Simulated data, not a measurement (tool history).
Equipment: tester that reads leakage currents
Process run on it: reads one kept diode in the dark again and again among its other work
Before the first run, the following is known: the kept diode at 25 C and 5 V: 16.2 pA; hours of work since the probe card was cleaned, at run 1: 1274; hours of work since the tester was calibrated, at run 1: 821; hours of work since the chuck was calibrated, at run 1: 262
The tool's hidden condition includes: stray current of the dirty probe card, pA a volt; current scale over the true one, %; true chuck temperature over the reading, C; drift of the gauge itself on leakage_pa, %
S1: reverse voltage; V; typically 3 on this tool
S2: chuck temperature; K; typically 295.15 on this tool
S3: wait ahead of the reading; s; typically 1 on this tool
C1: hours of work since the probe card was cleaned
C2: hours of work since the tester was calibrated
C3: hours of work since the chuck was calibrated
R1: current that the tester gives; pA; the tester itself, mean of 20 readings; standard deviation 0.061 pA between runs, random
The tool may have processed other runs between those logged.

Run 1, hour 0: usual settings; C1 1274; C2 821; C3 262. Result: R1 11.39 pA.
Run 2, hour 100.3: usual settings; C1 1325; C2 873; C3 314. Result: R1 11.35 pA.
Run 3, hour 178.5: usual settings but S3 2.15 s; C1 1365; C2 913; C3 354. Result: R1 10.75 pA.
Run 4, hour 245.3: usual settings but S2 301.15 K; C1 1400; C2 947; C3 388. Result: R1 17.64 pA.
Run 5, hour 331.9: usual settings but S2 301.15 K; C1 1444; C2 991; C3 433. Result: R1 17.72 pA.
Run 6, hour 386.3: usual settings but S3 0.41 s; C1 1472; C2 1019; C3 460. Result: R1 12.89 pA.
Run 7, hour 443.8: usual settings but S1 10.13 V, S3 0.41 s; C1 1501; C2 1049; C3 490. Result: R1 26.09 pA.
Run 8, hour 569.8: usual settings but S1 10.13 V, S3 0.41 s; C1 1566; C2 1113; C3 554. Result: R1 26.24 pA.
Run 9, hour 641.4: usual settings but S1 10.13 V, S3 0.41 s; C1 1603; C2 1150; C3 591. Result: R1 26.08 pA.
Run 10, hour 737.2: usual settings but S3 0.51 s; C1 1652; C2 1199; C3 640. Result: R1 12.43 pA.
Run 11, hour 812: usual settings but S3 0.51 s; C1 1690; C2 1237; C3 679. Result: R1 12.3 pA.
Run 12, hour 891.4: usual settings but S1 1.95 V; C1 1731; C2 1278; C3 719. Result: R1 9.31 pA.
Run 13, hour 981.5: usual settings but S1 1.95 V; C1 1777; C2 1324; C3 765. Result: R1 9.3 pA.
Run 14, hour 1071.5: usual settings but S1 1.95 V; C1 1823; C2 1370; C3 812. Result: R1 9.37 pA.
Run 15, hour 1176.6: usual settings; C1 1877; C2 1424; C3 865. Result: R1 11.4 pA.
Run 16, hour 1268.7: usual settings but S3 9.24 s; C1 1924; C2 1471; C3 913. Result: R1 10.34 pA.
Run 17, hour 1357.1: usual settings but S3 9.24 s; C1 1969; C2 1517; C3 958. Result: R1 10.36 pA.
Run 18, hour 1472.9: usual settings but S3 9.24 s; C1 2029; C2 1576; C3 1017. Result: R1 10.36 pA.
Run 19, hour 1540.4: usual settings; C1 2063; C2 1611; C3 1052. Result: R1 11.33 pA.
At hour 1552.5: chuck's temperature calibrated.
Run 20, hour 1628.1: usual settings but S2 301.15 K; C1 2107; C2 1655; C3 39. Result: R1 17.7 pA.
Run 21, hour 1750.2: usual settings but S1 3.48 V, S2 303.15 K, S3 3.47 s; C1 2170; C2 1717; C3 101. Result: R1 21.02 pA.
Run 22, hour 1837.9: usual settings but S1 1.57 V, S2 294.15 K, S3 0.55 s; C1 2215; C2 1762; C3 146. Result: R1 8.26 pA.
Run 23, hour 1963: usual settings but S1 1.23 V, S2 296.15 K, S3 0.58 s; C1 2279; C2 1826; C3 210. Result: R1 8.49 pA.
Run 24, hour 2086.5: usual settings but S1 14.12 V, S2 298.15 K, S3 0.53 s; C1 2342; C2 1890; C3 274. Result: R1 34.78 pA.
Run 25, hour 2202.3: usual settings but S1 5.62 V, S2 316.15 K, S3 1.06 s; C1 2402; C2 1949; C3 333. Result: R1 67.93 pA.
Run 26, hour 2296.5: usual settings but S2 313.15 K, S3 0.92 s; C1 2450; C2 1997; C3 381. Result: R1 42.36 pA.
Run 27, hour 2415.3: usual settings but S2 319.15 K, S3 0.34 s; C1 2511; C2 2058; C3 442. Result: R1 66.11 pA.
Run 28, hour 2503.4: usual settings but S1 1.03 V, S2 311.15 K, S3 2.89 s; C1 2556; C2 2103; C3 487. Result: R1 22.81 pA.
Run 29, hour 2594.4: usual settings but S1 1.03 V, S2 311.15 K, S3 2.89 s; C1 2602; C2 2150; C3 534. Result: R1 22.85 pA.
Run 30, hour 2694.1: usual settings but S1 1.03 V, S2 311.15 K, S3 2.89 s; C1 2654; C2 2201; C3 585. Result: R1 22.82 pA.
Run 31, hour 2808.9: usual settings but S1 1.03 V, S2 311.15 K, S3 2.89 s; C1 2712; C2 2260; C3 644. Result: R1 22.92 pA.
Run 32, hour 2921.7: usual settings but S1 1.03 V, S2 311.15 K, S3 2.89 s; C1 2770; C2 2318; C3 702. Result: R1 22.92 pA.
Run 33, hour 2997.6: usual settings but S1 4.36 V, S2 318.15 K, S3 0.35 s; C1 2809; C2 2357; C3 741. Result: R1 73.47 pA.
Run 34, hour 3095.5: usual settings but S2 299.15 K, S3 0.9 s; C1 2859; C2 2407; C3 791. Result: R1 15.4 pA.
Run 35, hour 3200.9: usual settings but S2 293.15 K; C1 2913; C2 2461; C3 845. Result: R1 9.91 pA.
Run 36, hour 3327.3: usual settings but S2 293.15 K; C1 2978; C2 2526; C3 910. Result: R1 9.9 pA.
Run 37, hour 3453.1: usual settings but S2 323.15 K; C1 3043; C2 2590; C3 974. Result: R1 83.77 pA.
Run 38, hour 3561.1: usual settings but S1 5.4 V, S2 302.15 K, S3 0.41 s; C1 3098; C2 2645; C3 1029. Result: R1 27.71 pA.
At hour 3609.9: chuck's temperature calibrated.
Run 39, hour 3660.8: usual settings but S1 5.4 V, S2 302.15 K, S3 0.41 s; C1 3148; C2 2695; C3 26. Result: R1 27.77 pA.

How the hidden state differs across the entries between the runs, from the last listed run before each to the first after it:
Logged between run 19 and run 20: chuck's temperature calibrated (hour 1552.5)
  true chuck temperature over the reading, C: -0.01 -> 0
Logged between run 38 and run 39: chuck's temperature calibrated (hour 3609.9)
  true chuck temperature over the reading, C: -0.01 -> 0
